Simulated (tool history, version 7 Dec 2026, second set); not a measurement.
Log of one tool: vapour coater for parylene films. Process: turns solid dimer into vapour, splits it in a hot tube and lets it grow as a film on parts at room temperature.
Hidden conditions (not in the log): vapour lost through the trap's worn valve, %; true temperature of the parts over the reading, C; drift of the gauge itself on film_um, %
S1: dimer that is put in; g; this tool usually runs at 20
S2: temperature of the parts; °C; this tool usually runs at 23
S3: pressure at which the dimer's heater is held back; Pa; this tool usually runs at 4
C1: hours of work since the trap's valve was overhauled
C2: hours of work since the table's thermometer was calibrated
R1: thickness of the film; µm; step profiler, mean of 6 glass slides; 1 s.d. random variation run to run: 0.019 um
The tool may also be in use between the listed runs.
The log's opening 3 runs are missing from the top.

run 4 hour=90.5 | S1=20 S2=23 S3=4 | C1=402 C2=916 | R1=3.55
run 5 hour=107.9 | S1=20 S2=23 S3=4 | C1=417 C2=932 | R1=3.54
run 6 hour=133.3 | S1=20 S2=23 S3=4 | C1=439 C2=954 | R1=3.55
run 7 hour=165.8 | S1=23 S2=23 S3=4 | C1=467 C2=982 | R1=4.07
run 8 hour=187.5 | S1=23 S2=23 S3=4 | C1=486 C2=1001 | R1=4.02
run 9 hour=221.9 | S1=20 S2=23 S3=4 | C1=516 C2=1031 | R1=3.48
-- hour=249.8 trap's valve overhauled
run 10 hour=257.7 | S1=20 S2=23 S3=4 | C1=7 C2=1058 | R1=3.85
run 11 hour=292.8 | S1=20 S2=23 S3=4 | C1=37 C2=1089 | R1=3.76
run 12 hour=315.6 | S1=20 S2=23 S3=4 | C1=57 C2=1109 | R1=3.75
run 13 hour=340.7 | S1=20 S2=23 S3=4 | C1=79 C2=1131 | R1=3.75
run 14 hour=366.6 | S1=20 S2=23 S3=3.31 | C1=102 C2=1153 | R1=3.83
run 15 hour=394.3 | S1=20 S2=23 S3=3.31 | C1=126 C2=1177 | R1=3.81
run 16 hour=417.1 | S1=20 S2=23 S3=3.31 | C1=146 C2=1197 | R1=3.84
run 17 hour=445.2 | S1=20 S2=23 S3=3.31 | C1=170 C2=1222 | R1=3.8
run 18 hour=483.9 | S1=20 S2=23 S3=3.31 | C1=204 C2=1255 | R1=3.78
run 19 hour=503.6 | S1=20 S2=23 S3=3.31 | C1=221 C2=1272 | R1=3.81
run 20 hour=540.3 | S1=20 S2=23 S3=3.31 | C1=253 C2=1304 | R1=3.75
run 21 hour=579.2 | S1=20 S2=23 S3=6.38 | C1=287 C2=1338 | R1=3.41

Run 22 has not been measured yet. What should we expect?
run 22 hour=606.8 | S1=25 S2=17 S3=2.75 | C1=311 C2=1362 | R1=?

R1: 5.21 µm
On a tool with no hidden condition, and with the same random variation, this run would have come out at R1 5.44 µm.
